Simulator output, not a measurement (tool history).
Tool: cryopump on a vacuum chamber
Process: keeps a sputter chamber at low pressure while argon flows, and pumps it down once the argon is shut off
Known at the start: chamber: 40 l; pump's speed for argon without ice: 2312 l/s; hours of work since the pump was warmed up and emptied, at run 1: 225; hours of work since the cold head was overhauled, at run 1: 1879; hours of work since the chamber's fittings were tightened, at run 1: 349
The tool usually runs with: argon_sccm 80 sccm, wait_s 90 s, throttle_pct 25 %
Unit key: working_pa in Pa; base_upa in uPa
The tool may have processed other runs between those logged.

| run | hour | argon_sccm | wait_s | throttle_pct | hours of work since the pump was warmed up and emptied | hours of work since the cold head was overhauled | hours of work since the chamber's fittings were tightened | working_pa | base_upa |
|---|---|---|---|---|---|---|---|---|---|
| 1 | 0 | 80 | 90 | 25 | 225 | 1879 | 349 | 0.236 | 0.71 |
| 2 | 77.3 | 80 | 90 | 58 | 258 | 1912 | 382 | 0.105 | 0.72 |
| 3 | 178.5 | 80 | 90 | 27 | 302 | 1955 | 425 | 0.2199 | 0.81 |
| 4 | 288.2 | 80 | 90 | 34 | 349 | 2002 | 472 | 0.1762 | 0.79 |
| 5 | 382.1 | 80 | 90 | 34 | 389 | 2043 | 512 | 0.1766 | 0.83 |
| 6 | 502.6 | 80 | 90 | 34 | 440 | 2094 | 564 | 0.1769 | 0.87 |
| 7 | 557.5 | 80 | 90 | 34 | 464 | 2118 | 588 | 0.1784 | 0.9 |
| 8 | 673.4 | 80 | 90 | 34 | 514 | 2167 | 637 | 0.1788 | 0.9 |
| 9 | 743.7 | 80 | 116 | 25 | 544 | 2198 | 667 | 0.2416 | 0.89 |
| 10 | 796.7 | 80 | 116 | 25 | 566 | 2220 | 690 | 0.2416 | 0.91 |
| 11 | 912.4 | 80 | 90 | 15 | 616 | 2270 | 740 | 0.3954 | 1.05 |
| 12 | 1006 | 43 | 90 | 25 | 656 | 2310 | 780 | 0.1307 | 1.08 |
| 13 | 1097.6 | 43 | 90 | 25 | 695 | 2349 | 819 | 0.1313 | 1.1 |
| 14 | 1157.2 | 43 | 90 | 25 | 721 | 2375 | 845 | 0.1302 | 1.09 |
| 15 | 1264 | 43 | 90 | 25 | 767 | 2420 | 890 | 0.1303 | 1.16 |
|  | 1320.1 | pump warmed up, emptied and cooled again |
| 16 | 1348.9 | 80 | 88 | 25 | 12 | 2455 | 924 | 0.2344 | 1.05 |
| 17 | 1422.3 | 86 | 90 | 25 | 44 | 2486 | 956 | 0.2543 | 1.1 |
| 18 | 1485.6 | 80 | 90 | 41 | 71 | 2513 | 983 | 0.145 | 1.15 |
| 19 | 1550.3 | 82 | 90 | 41 | 99 | 2541 | 1011 | 0.1474 | 1.19 |
| 20 | 1667.8 | 82 | 90 | 41 | 149 | 2591 | 1061 | 0.1491 | 1.18 |
| 21 | 1772.2 | 82 | 90 | 41 | 194 | 2636 | 1106 | 0.1492 | 1.25 |
| 22 | 1856.8 | 80 | 90 | 51 | 230 | 2672 | 1142 | 0.118 | 1.25 |
| 23 | 1945.3 | 80 | 90 | 51 | 268 | 2710 | 1180 | 0.118 | 1.34 |
| 24 | 2035.4 | 113 | 31 | 25 | 306 | 2749 | 1219 | 0.3381 | 1.91 |
| 25 | 2152.6 | 53 | 90 | 25 | 357 | 2799 | 1269 | 0.158 | 1.39 |
| 26 | 2250.5 | 46 | 20 | 15 | 399 | 2841 | 1311 | 0.2263 | 2.58 |
| 27 | 2334.1 | 46 | 20 | 15 | 434 | 2877 | 1347 | 0.2289 | 2.55 |
| 28 | 2419.7 | 46 | 20 | 15 | 471 | 2913 | 1383 | 0.2271 | 2.6 |
| 29 | 2527.3 | 46 | 20 | 15 | 517 | 2959 | 1429 | 0.2285 | 2.68 |
| 30 | 2601.4 | 40 | 90 | 24 | 549 | 2991 | 1461 | 0.127 | 1.59 |
| 31 | 2679.3 | 33 | 186 | 37 | 582 | 3025 | 1494 | 0.0681 | 1.44 |
| 32 | 2760.4 | 149 | 30 | 25 | 617 | 3059 | 1529 | 0.4496 | 2.23 |
| 33 | 2813.1 | 80 | 70 | 31 | 640 | 3082 | 1552 | 0.1979 | 1.73 |
| 34 | 2892.7 | 80 | 70 | 31 | 674 | 3116 | 1586 | 0.1981 | 1.8 |
| 35 | 2972.3 | 80 | 70 | 31 | 708 | 3150 | 1620 | 0.198 | 1.89 |

Results per run with the tool's hidden condition removed, run-to-run variation unchanged:
Unlogged tool condition in this case: pump's speed, % of a pump's without ice; cold plate's temperature, K; leak into the chamber, uPa l/s; drift of the gauge itself on working_pa, %; drift of the gauge itself on base_upa, %.
| run | working_pa | base_upa |
|---|---|---|
| 1 | 0.2327 | 0.45 |
| 2 | 0.1014 | 0.43 |
| 3 | 0.2158 | 0.48 |
| 4 | 0.1716 | 0.44 |
| 5 | 0.1715 | 0.43 |
| 6 | 0.1713 | 0.42 |
| 7 | 0.1725 | 0.44 |
| 8 | 0.1723 | 0.39 |
| 9 | 0.2348 | 0.36 |
| 10 | 0.2345 | 0.35 |
| 11 | 0.3878 | 0.45 |
| 12 | 0.1264 | 0.45 |
| 13 | 0.1267 | 0.43 |
| 14 | 0.1254 | 0.41 |
| 15 | 0.1252 | 0.44 |
| 16 | 0.2329 | 0.39 |
| 17 | 0.2524 | 0.43 |
| 18 | 0.143 | 0.44 |
| 19 | 0.145 | 0.46 |
| 20 | 0.1463 | 0.41 |
| 21 | 0.1458 | 0.43 |
| 22 | 0.1143 | 0.4 |
| 23 | 0.1139 | 0.46 |
| 24 | 0.3318 | 1.01 |
| 25 | 0.1547 | 0.45 |
| 26 | 0.2232 | 1.55 |
| 27 | 0.2255 | 1.51 |
| 28 | 0.2235 | 1.52 |
| 29 | 0.2246 | 1.55 |
| 30 | 0.1234 | 0.44 |
| 31 | 0.065 | 0.27 |
| 32 | 0.4348 | 1.04 |
| 33 | 0.1896 | 0.51 |
| 34 | 0.1894 | 0.54 |
| 35 | 0.1889 | 0.56 |

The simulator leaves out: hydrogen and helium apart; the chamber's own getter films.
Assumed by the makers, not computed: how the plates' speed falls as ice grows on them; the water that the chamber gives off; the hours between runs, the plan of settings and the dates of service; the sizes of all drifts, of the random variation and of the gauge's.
